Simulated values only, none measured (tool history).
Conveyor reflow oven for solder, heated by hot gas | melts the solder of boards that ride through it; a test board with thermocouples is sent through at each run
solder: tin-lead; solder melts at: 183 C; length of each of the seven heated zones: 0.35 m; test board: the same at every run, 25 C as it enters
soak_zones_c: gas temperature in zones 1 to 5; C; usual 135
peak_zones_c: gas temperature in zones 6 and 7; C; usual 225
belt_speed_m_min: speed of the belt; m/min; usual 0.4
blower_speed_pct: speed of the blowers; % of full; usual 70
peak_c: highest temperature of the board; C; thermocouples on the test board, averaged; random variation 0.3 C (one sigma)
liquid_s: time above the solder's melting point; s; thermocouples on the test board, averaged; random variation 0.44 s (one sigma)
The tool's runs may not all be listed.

Run 1, day 0: usual settings. Result: peak_c 207.2 C, liquid_s 64.3 s.
Run 2, day 0.358: usual settings. Result: peak_c 207.7 C, liquid_s 64.1 s.
Run 3, day 0.804: usual settings. Result: peak_c 207.3 C, liquid_s 64.1 s.
Run 4, day 1.158: usual settings but soak_zones_c 121 C. Result: peak_c 204.5 C, liquid_s 54.4 s.
At day 1.421: flux residue cleaned out of gas plates and filters.
Run 5, day 1.821: usual settings but soak_zones_c 121 C. Result: peak_c 201.5 C, liquid_s 49.6 s.
Run 6, day 2.083: usual settings. Result: peak_c 204.8 C, liquid_s 59.7 s.
Run 7, day 2.354: usual settings. Result: peak_c 204.7 C, liquid_s 59.9 s.
Run 8, day 2.858: usual settings. Result: peak_c 204.6 C, liquid_s 59.8 s.
Run 9, day 3.442: usual settings but peak_zones_c 217 C. Result: peak_c 198.5 C, liquid_s 47.9 s.
Run 10, day 3.692: usual settings. Result: peak_c 204.9 C, liquid_s 59.3 s.
Run 11, day 4.271: usual settings but blower_speed_pct 66 % of full. Result: peak_c 204.5 C, liquid_s 59.1 s.
At day 4.608: flux residue cleaned out of gas plates and filters, once more.
Run 12, day 4.792: usual settings but blower_speed_pct 66 % of full. Result: peak_c 209.5 C, liquid_s 68.9 s.
Run 13, day 5.138: usual settings but blower_speed_pct 57 % of full. Result: peak_c 207.7 C, liquid_s 65.2 s.
Run 14, day 5.396: usual settings. Result: peak_c 209.8 C, liquid_s 70 s.
Run 15, day 5.746: usual settings. Result: peak_c 210.3 C, liquid_s 69 s.
Run 16, day 5.992: usual settings but peak_zones_c 220 C. Result: peak_c 205.2 C, liquid_s 63.4 s.
Run 17, day 6.258: usual settings but soak_zones_c 138 C, peak_zones_c 235 C, blower_speed_pct 82 % of full. Result: peak_c 220.9 C, liquid_s 83.4 s.
Run 18, day 6.521: usual settings but soak_zones_c 140 C, peak_zones_c 221 C, belt_speed_m_min 0.345 m/min, blower_speed_pct 69 % of full. Result: peak_c 210.1 C, liquid_s 86.6 s.
Run 19, day 7.042: usual settings but soak_zones_c 139 C, peak_zones_c 228 C, belt_speed_m_min 0.406 m/min, blower_speed_pct 75 % of full. Result: peak_c 213.4 C, liquid_s 75 s.
Run 20, day 7.396: usual settings but soak_zones_c 139 C, peak_zones_c 228 C, belt_speed_m_min 0.406 m/min, blower_speed_pct 75 % of full. Result: peak_c 213.5 C, liquid_s 73.6 s.
Run 21, day 7.721: usual settings but soak_zones_c 139 C, peak_zones_c 228 C, belt_speed_m_min 0.406 m/min, blower_speed_pct 75 % of full. Result: peak_c 213.3 C, liquid_s 73.3 s.
Run 22, day 8.312: usual settings but blower_speed_pct 61 % of full. Result: peak_c 208.2 C, liquid_s 66.2 s.
Run 23, day 8.712: usual settings but blower_speed_pct 61 % of full. Result: peak_c 207.5 C, liquid_s 66.1 s.
Run 24, day 9.217: usual settings but soak_zones_c 136 C, peak_zones_c 220 C, belt_speed_m_min 0.35 m/min, blower_speed_pct 75 % of full. Result: peak_c 208.8 C, liquid_s 81.4 s.
Run 25, day 9.629: usual settings but soak_zones_c 129 C, peak_zones_c 222 C, belt_speed_m_min 0.453 m/min, blower_speed_pct 68 % of full. Result: peak_c 201.3 C, liquid_s 45.7 s.
Run 26, day 9.896: usual settings but soak_zones_c 129 C, peak_zones_c 222 C, belt_speed_m_min 0.453 m/min, blower_speed_pct 68 % of full. Result: peak_c 201.4 C, liquid_s 45.7 s.
Run 27, day 10.146: usual settings but soak_zones_c 129 C, peak_zones_c 222 C, belt_speed_m_min 0.453 m/min, blower_speed_pct 68 % of full. Result: peak_c 201.5 C, liquid_s 45.5 s.
Run 28, day 10.629: usual settings but peak_zones_c 226 C, belt_speed_m_min 0.464 m/min, blower_speed_pct 54 % of full. Result: peak_c 201.7 C, liquid_s 45.8 s.
Run 29, day 11.133: usual settings but peak_zones_c 214 C, belt_speed_m_min 0.464 m/min, blower_speed_pct 54 % of full. Result: peak_c 193.4 C, liquid_s 28.9 s.
Run 30, day 11.546: usual settings but peak_zones_c 214 C, belt_speed_m_min 0.464 m/min, blower_speed_pct 54 % of full. Result: peak_c 192.8 C, liquid_s 29 s.

Hidden state or all else? Some run-to-run changes of peak_c, split into what the settings, what came in and random variation would give without the hidden state, and what is left for the hidden state (with any gauge scatter that isn't in both results):
The hidden state here: heat that the gas passes to the board, % of a clean oven's; belt's true speed, % of the reading; true gas temperature in zones 6 and 7 over the reading, C; drift of the gauge itself on peak_c, C; drift of the gauge itself on liquid_s, %.
Run 4 -> 5: flux residue cleaned out of gas plates and filters. peak_c -3 C: hidden state -2.4, all else -0.6.
Run 5 -> 6: soak_zones_c 121 -> 135. peak_c +3.3 C: hidden state +0.7, all else +2.6.
Run 11 -> 12: flux residue cleaned out of gas plates and filters, once more. peak_c +5 C: hidden state +5.4, all else -0.4.
Run 16 -> 17: soak_zones_c 135 -> 138, peak_zones_c 220 -> 235, blower_speed_pct 70 -> 82. peak_c +15.7 C: hidden state -0.1, all else +15.8.
Run 17 -> 18: soak_zones_c 138 -> 140, peak_zones_c 235 -> 221, belt_speed_m_min 0.4 -> 0.345, blower_speed_pct 82 -> 69. peak_c -10.8 C: hidden state +0.1, all else -10.9.
Run 28 -> 29: peak_zones_c 226 -> 214. peak_c -8.3 C: hidden state +0.1, all else -8.4.
